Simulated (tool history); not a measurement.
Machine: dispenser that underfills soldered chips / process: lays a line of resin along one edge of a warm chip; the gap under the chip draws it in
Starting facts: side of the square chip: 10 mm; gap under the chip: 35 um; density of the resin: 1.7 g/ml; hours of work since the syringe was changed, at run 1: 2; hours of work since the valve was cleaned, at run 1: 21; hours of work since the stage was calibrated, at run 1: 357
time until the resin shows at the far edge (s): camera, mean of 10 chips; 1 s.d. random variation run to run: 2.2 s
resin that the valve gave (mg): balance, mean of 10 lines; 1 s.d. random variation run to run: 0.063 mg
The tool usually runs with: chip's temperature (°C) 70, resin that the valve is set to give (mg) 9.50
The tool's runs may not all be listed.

| run | hour | chip's temperature (°C) | resin that the valve is set to give (mg) | hours of work since the syringe was changed | hours of work since the valve was cleaned | hours of work since the stage was calibrated | time until the resin shows at the far edge (s) | resin that the valve gave (mg) |
|---|---|---|---|---|---|---|---|---|
| 1 | 0.0 | 70 | 9.50 | 2 | 21 | 357 | 261.3 | 9.42 |
|  | 9.3 | new syringe of resin |
| 2 | 9.3 | 70 | 9.50 | 0 | 27 | 363 | 234.9 | 9.44 |
| 3 | 17.1 | 70 | 9.50 | 5 | 33 | 368 | 369.5 | 9.29 |
|  | 22.2 | new syringe of resin |
| 4 | 27.7 | 70 | 9.50 | 4 | 40 | 375 | 312.5 | 9.33 |
|  | 34.0 | new syringe of resin |
| 5 | 37.8 | 70 | 9.50 | 3 | 47 | 382 | 277.1 | 9.28 |
|  | 45.9 | new syringe of resin |
| 6 | 52.7 | 70 | 9.50 | 5 | 57 | 392 | 342.4 | 9.30 |
|  | 59.0 | new syringe of resin |
| 7 | 64.1 | 70 | 9.50 | 4 | 64 | 400 | 304.6 | 9.13 |
|  | 71.0 | new syringe of resin |
| 8 | 77.1 | 70 | 11.53 | 4 | 73 | 409 | 325.5 | 11.08 |
|  | 83.4 | new syringe of resin |
| 9 | 84.6 | 70 | 11.53 | 1 | 78 | 414 | 245.6 | 11.09 |
|  | 95.0 | new syringe of resin |
| 10 | 97.8 | 70 | 11.53 | 2 | 87 | 423 | 267.7 | 10.97 |
|  | 106.9 | new syringe of resin |
| 11 | 107.5 | 70 | 11.53 | 0 | 94 | 429 | 231.3 | 10.98 |
| 12 | 117.4 | 58 | 8.12 | 7 | 101 | 436 | 789.2 | 7.70 |
|  | 118.5 | new syringe of resin |
|  | 130.1 | new syringe of resin |
| 13 | 135.1 | 58 | 8.12 | 3 | 112 | 448 | 591.3 | 7.55 |
|  | 142.1 | new syringe of resin |
| 14 | 144.5 | 80 | 10.17 | 2 | 119 | 454 | 166.5 | 9.45 |
|  | 154.6 | new syringe of resin |
| 15 | 159.1 | 71 | 8.74 | 3 | 129 | 464 | 296.8 | 8.14 |
|  | 166.9 | new syringe of resin |
| 16 | 168.4 | 68 | 8.26 | 1 | 135 | 470 | 286.5 | 7.66 |
|  | 175.6 | dispensing valve cleaned and set on the balance |
|  | 179.9 | new syringe of resin |
| 17 | 185.8 | 61 | 8.26 | 4 | 7 | 481 | 508.9 | 8.34 |
|  | 192.1 | new syringe of resin |
| 18 | 193.5 | 65 | 9.92 | 1 | 12 | 487 | 320.5 | 9.95 |
|  | 204.0 | new syringe of resin |
| 19 | 210.6 | 70 | 8.24 | 5 | 24 | 498 | 345.1 | 8.14 |
|  | 215.8 | new syringe of resin |
| 20 | 219.6 | 76 | 9.98 | 3 | 30 | 504 | 213.8 | 9.77 |
|  | 227.6 | new syringe of resin |
| 21 | 235.8 | 61 | 9.18 | 6 | 41 | 515 | 581.6 | 9.03 |

5 ways to go on from here, each from the tool as it stands after run 21. What would each give?
|  | 239.9 | new syringe of resin |
| A | 248.8 | 70 | 12.12 | 6 | 49 | 524 | ? | ? |
|  | 239.9 | new syringe of resin |
| B | 248.8 | 61 | 8.58 | 6 | 49 | 524 | ? | ? |
|  | 239.9 | new syringe of resin |
| C | 248.8 | 62 | 8.58 | 6 | 49 | 524 | ? | ? |
|  | 239.9 | new syringe of resin |
| D | 248.8 | 61 | 10.18 | 6 | 49 | 524 | ? | ? |
|  | 239.9 | new syringe of resin |
| E | 248.8 | 61 | 11.62 | 6 | 49 | 524 | ? | ? |

| run | time until the resin shows at the far edge (s) | resin that the valve gave (mg) |
|---|---|---|
| A | 381.7 | 11.71 |
| B | 611.4 | 8.29 |
| C | 585.7 | 8.28 |
| D | 611.8 | 9.92 |
| E | 593.2 | 11.35 |
Without the tool's hidden state the same runs would have given:
| run | time until the resin shows at the far edge (s) | resin that the valve gave (mg) |
|---|---|---|
| A | 220.0 | 12.03 |
| B | 349.6 | 8.52 |
| C | 334.9 | 8.51 |
| D | 350.9 | 10.19 |
| E | 340.8 | 11.66 |
